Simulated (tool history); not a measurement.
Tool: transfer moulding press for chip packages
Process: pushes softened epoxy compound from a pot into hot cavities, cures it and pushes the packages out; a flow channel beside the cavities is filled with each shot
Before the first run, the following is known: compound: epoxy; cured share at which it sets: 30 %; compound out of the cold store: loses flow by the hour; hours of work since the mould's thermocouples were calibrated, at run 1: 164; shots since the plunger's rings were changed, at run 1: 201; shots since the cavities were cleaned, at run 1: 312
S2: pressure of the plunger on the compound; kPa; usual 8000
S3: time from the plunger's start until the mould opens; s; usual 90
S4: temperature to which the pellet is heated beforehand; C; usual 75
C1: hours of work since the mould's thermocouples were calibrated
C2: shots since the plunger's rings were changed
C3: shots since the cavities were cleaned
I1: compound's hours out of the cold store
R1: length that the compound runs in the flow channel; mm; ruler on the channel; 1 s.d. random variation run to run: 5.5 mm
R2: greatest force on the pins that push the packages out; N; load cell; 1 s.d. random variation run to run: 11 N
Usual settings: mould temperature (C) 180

run 1 hour=0.0 | mould_temperature_(C)=180 S2=8000 S3=90 S4=75 | C1=164 C2=201 C3=312 | I1=24.7 | R1=582 R2=718
run 2 hour=10.1 | mould_temperature_(C)=180 S2=8000 S3=90 S4=75 | C1=168 C2=285 C3=396 | I1=46.5 | R1=528 R2=702
-- hour=17.3 cavities cleaned with cleaning compound and waxed
run 3 hour=21.3 | mould_temperature_(C)=180 S2=8000 S3=90 S4=75 | C1=172 C2=366 C3=33 | I1=12.6 | R1=621 R2=572
run 4 hour=32.2 | mould_temperature_(C)=180 S2=8000 S3=90 S4=75 | C1=177 C2=458 C3=125 | I1=35.0 | R1=552 R2=586
run 5 hour=43.2 | mould_temperature_(C)=180 S2=8000 S3=90 S4=75 | C1=182 C2=549 C3=216 | I1=44.9 | R1=522 R2=649
run 6 hour=58.7 | mould_temperature_(C)=180 S2=6020 S3=90 S4=75 | C1=188 C2=679 C3=346 | I1=43.6 | R1=457 R2=666
run 7 hour=68.0 | mould_temperature_(C)=180 S2=7800 S3=90 S4=75 | C1=192 C2=756 C3=423 | I1=13.5 | R1=611 R2=763
-- hour=71.6 cavities cleaned with cleaning compound and waxed
run 8 hour=76.7 | mould_temperature_(C)=180 S2=8000 S3=90 S4=75 | C1=195 C2=817 C3=43 | I1=29.8 | R1=566 R2=551
run 9 hour=92.5 | mould_temperature_(C)=180 S2=8000 S3=90 S4=75 | C1=202 C2=949 C3=175 | I1=15.4 | R1=615 R2=666
run 10 hour=103.3 | mould_temperature_(C)=180 S2=8000 S3=90 S4=75 | C1=206 C2=1039 C3=265 | I1=34.2 | R1=539 R2=656
run 11 hour=117.2 | mould_temperature_(C)=180 S2=8000 S3=127 S4=75 | C1=212 C2=1154 C3=380 | I1=18.9 | R1=590 R2=564
-- hour=126.2 cavities cleaned with cleaning compound and waxed
run 12 hour=131.4 | mould_temperature_(C)=180 S2=8000 S3=127 S4=75 | C1=218 C2=1261 C3=43 | I1=8.4 | R1=618 R2=441
run 13 hour=141.9 | mould_temperature_(C)=180 S2=7330 S3=90 S4=75 | C1=222 C2=1349 C3=131 | I1=34.5 | R1=520 R2=587
run 14 hour=151.1 | mould_temperature_(C)=180 S2=8000 S3=90 S4=75 | C1=226 C2=1425 C3=207 | I1=30.2 | R1=556 R2=627
run 15 hour=162.5 | mould_temperature_(C)=180 S2=8000 S3=72 S4=76 | C1=231 C2=1521 C3=303 | I1=35.2 | R1=545 R2=1117
run 16 hour=175.3 | mould_temperature_(C)=180 S2=8000 S3=72 S4=76 | C1=236 C2=1627 C3=409 | I1=44.1 | R1=512 R2=1162
-- hour=181.4 cavities cleaned with cleaning compound and waxed
run 17 hour=192.7 | mould_temperature_(C)=177 S2=8000 S3=72 S4=70 | C1=243 C2=1760 C3=94 | I1=27.6 | R1=559 R2=1267
run 18 hour=199.8 | mould_temperature_(C)=177 S2=8000 S3=72 S4=70 | C1=246 C2=1819 C3=153 | I1=27.6 | R1=565 R2=1343
-- hour=202.5 mould's thermocouples calibrated
run 19 hour=210.8 | mould_temperature_(C)=185 S2=8570 S3=72 S4=70 | C1=3 C2=1894 C3=228 | I1=16.5 | R1=616 R2=823
run 20 hour=222.4 | mould_temperature_(C)=185 S2=8570 S3=72 S4=70 | C1=8 C2=1991 C3=325 | I1=13.7 | R1=606 R2=892
run 21 hour=228.8 | mould_temperature_(C)=180 S2=7420 S3=90 S4=80 | C1=11 C2=2045 C3=379 | I1=30.4 | R1=526 R2=707
-- hour=238.4 cavities cleaned with cleaning compound and waxed
run 22 hour=243.9 | mould_temperature_(C)=180 S2=8000 S3=88 S4=79 | C1=17 C2=2159 C3=46 | I1=44.2 | R1=514 R2=554
run 23 hour=250.4 | mould_temperature_(C)=180 S2=10000 S3=90 S4=75 | C1=20 C2=2213 C3=100 | I1=19.5 | R1=637 R2=604
run 24 hour=266.2 | mould_temperature_(C)=180 S2=8670 S3=106 S4=75 | C1=26 C2=2345 C3=232 | I1=27.2 | R1=571 R2=562
-- hour=271.9 mould's thermocouples calibrated, once more
run 25 hour=274.7 | mould_temperature_(C)=172 S2=8000 S3=90 S4=75 | C1=1 C2=2399 C3=286 | I1=18.5 | R1=596 R2=1281
run 26 hour=283.3 | mould_temperature_(C)=180 S2=9970 S3=90 S4=79 | C1=5 C2=2471 C3=358 | I1=34.8 | R1=596 R2=729
-- hour=294.6 cavities cleaned with cleaning compound and waxed
run 27 hour=297.6 | mould_temperature_(C)=180 S2=6600 S3=116 S4=67 | C1=10 C2=2578 C3=25 | I1=12.2 | R1=536 R2=428
run 28 hour=307.7 | mould_temperature_(C)=180 S2=6600 S3=116 S4=67 | C1=15 C2=2662 C3=109 | I1=25.4 | R1=508 R2=492

Hidden state or all else? Some run-to-run changes of R1, split into what the settings, what came in and random variation would give without the hidden state, and what is left for the hidden state (with any gauge scatter that isn't in both results):
The hidden state here: true mould temperature over the reading, C; pressure that reaches the compound, % of what is set; grip of the stained cavities, % over clean ones'; drift of the gauge itself on flow_mm, %; drift of the gauge itself on push_out_n, %.
Run 6 -> 7: S2 6020 -> 7800. R1 +154 mm: hidden state -3, all else +157.
Run 16 -> 17: mould temperature (C) 180 -> 177, S4 76 -> 70, cavities cleaned with cleaning compound and waxed. R1 +47 mm: hidden state -4, all else +51.
Run 22 -> 23: S2 8000 -> 10000, S3 88 -> 90, S4 79 -> 75. R1 +123 mm: hidden state -7, all else +130.

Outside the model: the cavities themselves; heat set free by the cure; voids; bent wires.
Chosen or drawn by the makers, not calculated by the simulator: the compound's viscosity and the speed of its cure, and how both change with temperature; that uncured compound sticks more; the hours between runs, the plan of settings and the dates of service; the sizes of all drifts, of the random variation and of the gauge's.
